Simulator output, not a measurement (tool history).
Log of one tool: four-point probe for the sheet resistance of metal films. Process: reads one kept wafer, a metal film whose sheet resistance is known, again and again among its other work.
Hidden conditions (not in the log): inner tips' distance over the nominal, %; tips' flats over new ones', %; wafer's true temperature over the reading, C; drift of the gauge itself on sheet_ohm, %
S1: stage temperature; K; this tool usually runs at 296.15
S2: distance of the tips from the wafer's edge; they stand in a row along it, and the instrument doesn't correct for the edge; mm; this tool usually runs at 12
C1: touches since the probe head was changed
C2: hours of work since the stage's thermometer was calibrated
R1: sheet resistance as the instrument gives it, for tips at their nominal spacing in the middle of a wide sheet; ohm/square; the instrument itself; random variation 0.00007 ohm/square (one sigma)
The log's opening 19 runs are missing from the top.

Run 20, hour 302.3: usual settings but S2 5 mm; C1 39719; C2 709. Result: R1 0.352542 ohm/square.
Run 21, hour 315.4: usual settings but S2 5 mm; C1 40478; C2 719. Result: R1 0.352612 ohm/square.
Run 22, hour 327.4: usual settings; C1 41172; C2 727. Result: R1 0.34994 ohm/square.
Run 23, hour 342.4: usual settings; C1 42039; C2 738. Result: R1 0.350051 ohm/square.
At hour 344.3: stage's thermometer calibrated.
Run 24, hour 355.1: usual settings; C1 42747; C2 8. Result: R1 0.350131 ohm/square.
Run 25, hour 377.5: usual settings but S1 298.15 K, S2 72 mm; C1 44038; C2 23. Result: R1 0.350109 ohm/square.
Run 26, hour 398.7: usual settings but S1 298.15 K, S2 72 mm; C1 45262; C2 38. Result: R1 0.349954 ohm/square.
Run 27, hour 409.9: usual settings but S1 294.15 K, S2 35 mm; C1 45911; C2 46. Result: R1 0.349247 ohm/square.
At hour 411.8: stage's thermometer calibrated, once more.
Run 28, hour 424.8: usual settings but S1 294.15 K, S2 35 mm; C1 46744; C2 9. Result: R1 0.348544 ohm/square.
Run 29, hour 445.7: usual settings but S1 297.15 K, S2 11 mm; C1 47953; C2 24. Result: R1 0.349832 ohm/square.
Run 30, hour 468.1: usual settings but S1 297.15 K, S2 11 mm; C1 49245; C2 40. Result: R1 0.349913 ohm/square.
Run 31, hour 479: usual settings but S1 291.15 K, S2 4 mm; C1 49879; C2 48. Result: R1 0.352488 ohm/square.
Run 32, hour 496.7: usual settings but S1 291.15 K, S2 4 mm; C1 50901; C2 60. Result: R1 0.352506 ohm/square.
Run 33, hour 515: usual settings but S1 291.15 K, S2 41 mm; C1 51957; C2 73. Result: R1 0.347925 ohm/square.
Run 34, hour 534.8: usual settings but S1 299.15 K, S2 10 mm; C1 53100; C2 87. Result: R1 0.350276 ohm/square.
Run 35, hour 553.8: usual settings but S1 299.15 K, S2 17 mm; C1 54198; C2 101. Result: R1 0.349845 ohm/square.

Expected results for the next run?
Run 36, hour 573.3: usual settings but S1 306.15 K, S2 46 mm; C1 55329; C2 114. Result: R1 ?.

{"run 36": {"R1": 0.351131}}
Without the tool's hidden state the same run would have given R1 0.350374 ohm/square.
